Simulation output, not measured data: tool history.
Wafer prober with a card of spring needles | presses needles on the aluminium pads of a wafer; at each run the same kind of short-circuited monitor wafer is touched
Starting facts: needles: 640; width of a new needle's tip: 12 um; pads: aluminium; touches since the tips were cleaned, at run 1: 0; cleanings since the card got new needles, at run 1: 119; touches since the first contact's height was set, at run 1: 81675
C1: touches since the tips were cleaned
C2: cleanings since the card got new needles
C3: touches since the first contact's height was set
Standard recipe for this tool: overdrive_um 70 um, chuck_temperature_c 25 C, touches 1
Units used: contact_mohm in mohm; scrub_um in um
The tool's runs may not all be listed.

run 1 hour=0 | overdrive_um=70 chuck_temperature_c=25 touches=1 | C1=0 C2=119 C3=81675 | contact_mohm=232 scrub_um=16.25
-- hour=14.9 tips cleaned on abrasive film
-- hour=29.9 height of the first contact set anew
-- hour=33.7 tips cleaned on abrasive film
run 2 hour=40.9 | overdrive_um=70 chuck_temperature_c=25 touches=1 | C1=3574 C2=121 C3=5425 | contact_mohm=234 scrub_um=16.21
-- hour=52 tips cleaned on abrasive film
-- hour=70.4 tips cleaned on abrasive film
run 3 hour=70.6 | overdrive_um=70 chuck_temperature_c=25 touches=1 | C1=94 C2=123 C3=20241 | contact_mohm=230 scrub_um=16.2
-- hour=88.7 tips cleaned on abrasive film
-- hour=106.5 tips cleaned on abrasive film
run 4 hour=109.6 | overdrive_um=70 chuck_temperature_c=25 touches=1 | C1=1557 C2=125 C3=39686 | contact_mohm=230 scrub_um=16.25
-- hour=123.8 tips cleaned on abrasive film
-- hour=141.8 tips cleaned on abrasive film
-- hour=159.4 tips cleaned on abrasive film
run 5 hour=173.3 | overdrive_um=70 chuck_temperature_c=25 touches=1 | C1=6955 C2=128 C3=71479 | contact_mohm=234 scrub_um=16.24
-- hour=177.1 tips cleaned on abrasive film
-- hour=194.7 tips cleaned on abrasive film
-- hour=213.2 tips cleaned on abrasive film
-- hour=224.4 height of the first contact set anew
-- hour=231.9 tips cleaned on abrasive film
run 6 hour=234.7 | overdrive_um=70 chuck_temperature_c=25 touches=2 | C1=1407 C2=132 C3=5108 | contact_mohm=231 scrub_um=16.24
-- hour=249.6 tips cleaned on abrasive film
-- hour=268.1 tips cleaned on abrasive film
-- hour=286 tips cleaned on abrasive film
-- hour=300.9 tips cleaned on abrasive film
run 7 hour=302.4 | overdrive_um=70 chuck_temperature_c=25 touches=1 | C1=724 C2=136 C3=38820 | contact_mohm=231 scrub_um=16.23
-- hour=316.7 tips cleaned on abrasive film
-- hour=334.4 tips cleaned on abrasive film
run 8 hour=348.7 | overdrive_um=70 chuck_temperature_c=25 touches=1 | C1=7168 C2=138 C3=61938 | contact_mohm=229 scrub_um=16.21
-- hour=352.5 tips cleaned on abrasive film
-- hour=367.3 tips cleaned on abrasive film
-- hour=384.4 tips cleaned on abrasive film
run 9 hour=394.6 | overdrive_um=70 chuck_temperature_c=54 touches=2 | C1=5118 C2=141 C3=84837 | contact_mohm=238 scrub_um=16.25
-- hour=402.1 tips cleaned on abrasive film
-- hour=416.3 height of the first contact set anew
-- hour=419.5 tips cleaned on abrasive film
-- hour=437.5 tips cleaned on abrasive film
-- hour=456 tips cleaned on abrasive film
run 10 hour=462 | overdrive_um=70 chuck_temperature_c=63 touches=2 | C1=3013 C2=145 C3=22765 | contact_mohm=240 scrub_um=16.25
-- hour=473.2 tips cleaned on abrasive film
-- hour=491.7 tips cleaned on abrasive film
run 11 hour=502.4 | overdrive_um=70 chuck_temperature_c=43 touches=1 | C1=5340 C2=147 C3=42912 | contact_mohm=240 scrub_um=16.27
-- hour=509 tips cleaned on abrasive film
-- hour=526.8 tips cleaned on abrasive film
-- hour=541.6 tips cleaned on abrasive film
run 12 hour=547.7 | overdrive_um=70 chuck_temperature_c=31 touches=1 | C1=3032 C2=150 C3=65470 | contact_mohm=233 scrub_um=16.24
-- hour=558.5 tips cleaned on abrasive film
-- hour=576.6 tips cleaned on abrasive film
-- hour=594.2 tips cleaned on abrasive film
-- hour=609 height of the first contact set anew
-- hour=612.2 tips cleaned on abrasive film
run 13 hour=617.7 | overdrive_um=59 chuck_temperature_c=25 touches=1 | C1=2762 C2=154 C3=4290 | contact_mohm=229 scrub_um=13.67

3 ways to go on from here, each from the tool as it stands after run 13. What would each give?
-- hour=628.9 tips cleaned on abrasive film
-- hour=647.1 tips cleaned on abrasive film
-- hour=665.3 tips cleaned on abrasive film
run A hour=677.6 | overdrive_um=69 chuck_temperature_c=117 touches=3 | C1=6185 C2=157 C3=34187 | contact_mohm=? scrub_um=?
-- hour=628.9 tips cleaned on abrasive film
-- hour=647.1 tips cleaned on abrasive film
-- hour=665.3 tips cleaned on abrasive film
run B hour=677.6 | overdrive_um=70 chuck_temperature_c=27 touches=1 | C1=6185 C2=157 C3=34187 | contact_mohm=? scrub_um=?
-- hour=628.9 tips cleaned on abrasive film
-- hour=647.1 tips cleaned on abrasive film
-- hour=665.3 tips cleaned on abrasive film
run C hour=677.6 | overdrive_um=55 chuck_temperature_c=25 touches=1 | C1=6185 C2=157 C3=34187 | contact_mohm=? scrub_um=?

run=A contact_mohm=256 scrub_um=15.99
run=B contact_mohm=233 scrub_um=16.22
run=C contact_mohm=235 scrub_um=12.75
Without the tool's hidden state the same runs would have given:
run=A contact_mohm=256 scrub_um=15.99
run=B contact_mohm=233 scrub_um=16.22
run=C contact_mohm=234 scrub_um=12.76

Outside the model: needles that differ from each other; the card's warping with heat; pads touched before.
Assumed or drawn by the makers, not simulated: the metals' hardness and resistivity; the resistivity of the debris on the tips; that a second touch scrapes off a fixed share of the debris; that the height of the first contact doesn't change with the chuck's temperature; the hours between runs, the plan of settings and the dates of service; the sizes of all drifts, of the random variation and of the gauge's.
